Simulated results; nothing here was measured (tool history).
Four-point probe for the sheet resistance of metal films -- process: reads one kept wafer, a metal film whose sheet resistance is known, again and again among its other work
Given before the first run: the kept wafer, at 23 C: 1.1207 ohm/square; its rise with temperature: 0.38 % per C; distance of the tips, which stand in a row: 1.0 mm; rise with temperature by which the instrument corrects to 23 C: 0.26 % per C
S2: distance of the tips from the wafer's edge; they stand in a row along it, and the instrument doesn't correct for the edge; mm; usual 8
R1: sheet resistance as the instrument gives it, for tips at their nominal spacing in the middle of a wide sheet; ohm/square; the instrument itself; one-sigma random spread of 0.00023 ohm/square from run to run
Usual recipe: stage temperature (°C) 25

Run 1, day 0: usual settings. Result: R1 1.136094 ohm/square.
Run 2, day 2.112: usual settings but S2 36 mm. Result: R1 1.127448 ohm/square.
Run 3, day 4.308: usual settings but S2 36 mm. Result: R1 1.127523 ohm/square.
Run 4, day 6.067: usual settings but stage temperature (°C) 28. Result: R1 1.14023 ohm/square.
Run 5, day 7.579: usual settings but S2 21 mm. Result: R1 1.128312 ohm/square.
Run 6, day 8.75: usual settings but S2 21 mm. Result: R1 1.128361 ohm/square.
Run 7, day 10.079: usual settings but stage temperature (°C) 28, S2 21 mm. Result: R1 1.132159 ohm/square.
Run 8, day 12.196: usual settings but stage temperature (°C) 20, S2 21 mm. Result: R1 1.121496 ohm/square.
Run 9, day 13.996: usual settings but stage temperature (°C) 34, S2 4 mm. Result: R1 1.175962 ohm/square.
Run 10, day 15.721: usual settings but stage temperature (°C) 34, S2 4 mm. Result: R1 1.17592 ohm/square.
Run 11, day 17.625: usual settings but stage temperature (°C) 24, S2 6 mm. Result: R1 1.142311 ohm/square.

Below are 3 alternative next runs, each starting from the tool's condition after run 11. Predict each:
Run A, day 19.342: usual settings but stage temperature (°C) 32, S2 35 mm. Result: R1 ?.
Run B, day 19.342: usual settings but S2 33 mm. Result: R1 ?.
Run C, day 19.342: usual settings but stage temperature (°C) 23, S2 22 mm. Result: R1 ?.

run        R1
  A  1.137101
  B  1.127723
  C  1.125555
Stripped of hidden state, with their random variation kept, the same runs would have yielded:
run        R1
  A  1.133376
  B  1.124056
  C  1.121903

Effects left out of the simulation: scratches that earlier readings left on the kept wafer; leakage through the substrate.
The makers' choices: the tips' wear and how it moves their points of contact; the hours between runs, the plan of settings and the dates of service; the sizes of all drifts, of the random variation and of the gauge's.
